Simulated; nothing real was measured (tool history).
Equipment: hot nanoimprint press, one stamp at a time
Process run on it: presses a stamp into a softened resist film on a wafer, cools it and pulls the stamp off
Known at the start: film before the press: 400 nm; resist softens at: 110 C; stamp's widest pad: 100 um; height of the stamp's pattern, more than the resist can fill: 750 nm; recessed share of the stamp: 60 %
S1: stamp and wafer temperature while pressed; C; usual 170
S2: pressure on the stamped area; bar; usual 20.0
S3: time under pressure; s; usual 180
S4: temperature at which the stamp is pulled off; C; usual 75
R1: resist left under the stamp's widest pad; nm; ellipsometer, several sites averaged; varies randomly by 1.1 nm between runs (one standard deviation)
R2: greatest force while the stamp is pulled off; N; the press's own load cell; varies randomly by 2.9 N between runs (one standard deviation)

run    hour   S1    S2   S3  S4     R1   R2
  1     0.0  170  20.0  180  75  157.5  139
  2    81.8  170  20.0  180  75  155.4  145
  3   117.9  170  20.0  180  75  156.4  144
  4   167.6  170  20.0  180  75  156.8  145
      242.1  -- press's hydraulic seals changed and the load cell set to zero
  5   244.9  170  26.2  180  75  132.5  155
      307.1  -- plate thermocouple calibrated
  6   307.1  170  26.2  180  66  138.3  174
  7   346.4  170  26.2  180  66  140.9  179
  8   420.7  170  26.2  180  66  136.5  194
  9   471.7  170  26.2  180  66  136.2  196
 10   551.7  170  20.0  180  74  153.3  180
 11   591.5  160  15.3  180  74  255.0  188
      620.0  -- stamp cleaned and given a new release coat
 12   669.7  170  12.6  180  75  189.9  140
 13   749.1  170  17.4  289  75  135.2  143
 14   806.9  174  25.7  180  65  115.2  171
 15   866.1  174  25.7  180  65  113.4  180
 16   925.5  170  12.7  180  75  185.5  160
      960.6  -- plate thermocouple calibrated
 17  1006.9  170  16.8  180  75  171.8  171
 18  1069.1  179  20.0  180  75  110.2  173
 19  1144.4  179  20.0  180  75  111.3  181
 20  1208.7  181  16.3  210  75  106.3  185

3 ways to go on from here, each from the tool as it stands after run 20. What would each give?
     1227.6  -- stamp cleaned and given a new release coat
  A  1290.8  181  16.3  118  79   ?   ?
     1227.6  -- stamp cleaned and given a new release coat
  B  1290.8  163  20.0  109  75   ?   ?
     1227.6  -- stamp cleaned and given a new release coat
  C  1290.8  173  19.8  165  75   ?   ?

run     R1   R2
  A  135.1  139
  B  241.5  143
  C  144.3  145
Had the tool no hidden state, the same runs would have come out as:
run     R1   R2
  A  137.1  135
  B  245.2  139
  C  146.5  141
